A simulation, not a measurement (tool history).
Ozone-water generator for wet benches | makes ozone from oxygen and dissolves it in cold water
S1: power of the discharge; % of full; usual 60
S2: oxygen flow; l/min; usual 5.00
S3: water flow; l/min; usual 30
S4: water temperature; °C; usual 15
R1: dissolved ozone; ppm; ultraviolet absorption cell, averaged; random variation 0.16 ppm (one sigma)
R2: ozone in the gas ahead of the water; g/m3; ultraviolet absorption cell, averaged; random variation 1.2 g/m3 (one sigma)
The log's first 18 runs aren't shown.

run,hour,S1,S2,S3,S4,R1,R2
19,435.8,43,7.73,20,17,20.2,132.3
20,464.0,73,4.42,25,12,27.5,268.1
21,487.5,45,4.42,30,10,15.9,175.2
22,507.9,44,7.18,26,20,16.8,138.5
23,529.9,44,8.19,26,9,19.9,129.5
24,554.9,44,8.19,26,9,19.6,131.4
25,578.0,44,8.19,26,9,19.8,130.1
26,594.3,74,6.88,29,10,27.1,220.3
27,624.2,60,5.00,39,15,15.9,215.2
28,652.5,60,5.07,38,10,16.9,211.2
29,676.7,73,8.98,38,19,20.4,194.9
30,698.9,73,8.98,38,19,20.6,196.6
31,713.9,58,3.14,37,13,14.1,254.8
32,747.8,58,3.14,37,13,13.7,253.1

Forecast each of these 4 alternatives for the next run:
A,768.9,69,5.00,30,15,?,?
B,768.9,60,5.00,22,15,?,?
C,768.9,87,4.24,26,15,?,?
D,768.9,89,3.42,30,13,?,?

run,R1,R2
A,22.5,238.7
B,25.0,212.5
C,29.7,317.5
D,25.5,349.6
Without the tool's hidden state the same runs would have given:
run,R1,R2
A,23.5,244.0
B,25.9,216.6
C,31.1,325.9
D,26.8,359.0
